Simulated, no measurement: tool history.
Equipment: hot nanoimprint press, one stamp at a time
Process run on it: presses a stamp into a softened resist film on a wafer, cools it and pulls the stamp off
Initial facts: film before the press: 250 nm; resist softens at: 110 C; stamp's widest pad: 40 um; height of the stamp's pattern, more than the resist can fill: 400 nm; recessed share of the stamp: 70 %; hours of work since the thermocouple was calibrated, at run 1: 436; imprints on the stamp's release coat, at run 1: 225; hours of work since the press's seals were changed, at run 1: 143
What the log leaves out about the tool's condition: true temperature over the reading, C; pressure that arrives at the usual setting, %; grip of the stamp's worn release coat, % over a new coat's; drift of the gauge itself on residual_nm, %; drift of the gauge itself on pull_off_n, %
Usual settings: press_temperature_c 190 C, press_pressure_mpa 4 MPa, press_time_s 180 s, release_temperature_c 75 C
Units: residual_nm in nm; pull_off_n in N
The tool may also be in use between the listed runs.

run,hour,press_temperature_c,press_pressure_mpa,press_time_s,release_temperature_c,hours of work since the thermocouple was calibrated,imprints on the stamp's release coat,hours of work since the press's seals were changed,residual_nm,pull_off_n
1,0,190,4,180,75,436,225,143,130.9,168
2,11.9,190,4,228,75,442,245,149,118.6,174
3,24.8,190,4,228,75,448,267,155,120.2,169
4,33.2,190,4,228,75,452,281,159,119.4,169
5,51.4,190,4,228,75,460,311,167,119,172
6,58.9,190,4,255,75,464,324,171,114.6,171
7,75.7,190,4,206,75,472,352,178,124.5,167
8,94.2,191,4,206,75,480,383,187,119.4,168
9,102.3,191,4,206,75,484,397,191,119.8,171
10,117.9,191,4,206,75,491,423,198,120.3,172
11,131,191,4,206,70,498,445,204,119.7,177
12,141.1,180,4,206,70,502,462,209,165.5,181
13,158.9,190,4,180,75,511,492,217,129.1,172
14,173.7,190,4,180,75,518,516,224,129,170
15,189,190,4,180,75,525,542,231,128.5,168
16,205.8,190,4,180,75,533,570,239,128.9,170
17,217.4,184,4,132,69,538,590,245,167.7,179
18,226.6,184,2.47,132,69,542,605,249,188.8,179
19,243.1,195,3,330,65,550,633,257,97.2,186
20,256.6,195,4.49,180,71,556,656,263,103.5,174
# hour 269.6: plate thermocouple calibrated
21,275.3,194,5.37,328,73,3,682,270,77.8,174
22,288.1,194,4.2,117,73,9,703,276,129.8,174
23,302.1,194,4.2,117,73,15,727,283,129.7,171
24,319,194,4.55,117,73,23,755,291,125.6,172
25,334.8,194,4.55,117,73,30,782,298,124.7,175
# hour 335.7: gauge calibrated
26,349.4,188,5.39,116,62,37,806,305,144.3,188
# hour 369.6: stamp cleaned and given a new release coat
27,371.7,188,2.99,180,62,45,4,312,154.5,187
28,380.8,195,2.57,179,79,49,19,317,132.3,159
29,392.1,190,4,110,75,54,38,322,152.3,167
30,403.8,183,5.9,110,75,60,57,327,164.5,171
31,412.9,183,5.9,110,75,64,73,332,162.5,168

Alternative continuations, all from the tool just after run 31; predict every row:
A,426.1,185,5.9,110,75,70,95,338,?,?
B,426.1,195,4,192,75,70,95,338,?,?
C,426.1,183,5.9,110,72,70,95,338,?,?

run,residual_nm,pull_off_n
A,155.1,166
B,107.3,168
C,164.4,173
With the hidden condition removed and each run's random variation left untouched, the same runs would have given:
run,residual_nm,pull_off_n
A,156,166
B,107.9,168
C,165.4,173
